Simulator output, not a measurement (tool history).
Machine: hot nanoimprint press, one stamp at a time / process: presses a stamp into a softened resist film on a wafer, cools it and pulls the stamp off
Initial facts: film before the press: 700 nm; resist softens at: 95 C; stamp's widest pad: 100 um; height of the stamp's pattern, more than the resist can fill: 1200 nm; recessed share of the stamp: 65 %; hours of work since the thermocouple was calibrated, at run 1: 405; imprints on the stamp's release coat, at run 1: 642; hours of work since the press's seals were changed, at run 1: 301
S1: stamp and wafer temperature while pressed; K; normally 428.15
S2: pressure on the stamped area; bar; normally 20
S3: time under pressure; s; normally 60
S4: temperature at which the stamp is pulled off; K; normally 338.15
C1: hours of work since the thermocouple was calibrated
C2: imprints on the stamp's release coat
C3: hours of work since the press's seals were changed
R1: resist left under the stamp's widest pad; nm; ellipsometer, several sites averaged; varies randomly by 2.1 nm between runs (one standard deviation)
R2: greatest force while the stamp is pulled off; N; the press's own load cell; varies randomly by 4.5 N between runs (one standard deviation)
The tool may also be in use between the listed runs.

run   hour      S1    S2   S3      S4   C1    C2   C3     R1   R2
  1      0  428.15    20   60  338.15  405   642  301  370.7  224
  2   13.1  428.15    20   60  338.15  413   698  309  371.8  235
  3   26.3  428.15    20   60  338.15  421   754  317  374.7  237
  4   41.3  428.15    20   60  338.15  430   817  327  373.5  240
  5   50.1  428.15    20   60  338.15  436   855  332  371.4  241
  6   57.3  428.15  15.1   60  338.15  440   885  337  415.8  231
  7   68.3  428.15  15.1   60  338.15  447   932  343    415  247
  8     80  428.15  15.1   60  338.15  454   981  351  413.4  243
  9   94.9  428.15  18.6   60  338.15  464  1044  360  384.1  249
 10  101.6  428.15    20   60  338.15  468  1073  364  375.9  251
 11  108.4  428.15    20   60  338.15  472  1102  369  372.3  253
 12  120.9  428.15  26.3   60  338.15  480  1154  376  335.5  250
 13  128.1  428.15  26.3   60  338.15  485  1185  381  335.4  254
 14  134.9  428.15    20   56  338.15  489  1214  385  382.2  250
 15  141.1  428.15    20   56  338.15  493  1240  389    382  255
 16    153  428.15    20   56  342.15  500  1290  396    384  243
     163.1  -- plate thermocouple calibrated
 17    166  428.15  13.5   60  343.15    2  1333  403  418.1  252
 18  177.1  428.15  29.6   84  338.15    9  1380  410  261.3  256
 19  188.1  428.15  29.6   84  338.15   16  1427  416  262.6  257
 20  195.8  428.15  20.5  100  338.15   20  1459  421    288  259
 21  202.8  440.15    20   60  337.15   25  1489  426    170  263
 22  209.3  432.15    14   89  323.15   29  1516  430  281.1  293
 23  219.5  428.15    20   53  340.15   35  1559  436  370.5  255
 24  234.3  422.15  23.4   53  340.15   44  1622  445  483.1  254
 25  243.1  422.15  23.4   53  340.15   50  1659  451  480.3  259
 26  258.2  422.15  25.3   60  338.15   59  1723  460  456.3  263
 27  273.6  420.15  29.4   71  326.15   69  1789  470  456.8  294
     282.9  -- stamp cleaned and given a new release coat
 28  288.9  422.15  28.8   54  338.15   75    25  476  451.1  214
 29  296.2  428.15  30.3   60  323.15   79    56  480  296.2  248

4 options for the next run, each taken on its own from the tool as it stands now. Forecast them:
  A  311.5  428.15  23.4  60  341.15  89  121  490   ?   ?
  B  311.5  428.15  17.7  60  338.15  89  121  490   ?   ?
  C  311.5  428.15  30.3  76  328.15  89  121  490   ?   ?
  D  311.5  428.15  18.6  87  334.15  89  121  490   ?   ?

run     R1   R2
  A  333.2  219
  B  378.1  227
  C  273.6  235
  D  319.8  230
With no hidden state in the tool, these same runs would have given:
run     R1   R2
  A  330.2  216
  B  375.6  223
  C  270.4  232
  D  317.3  227
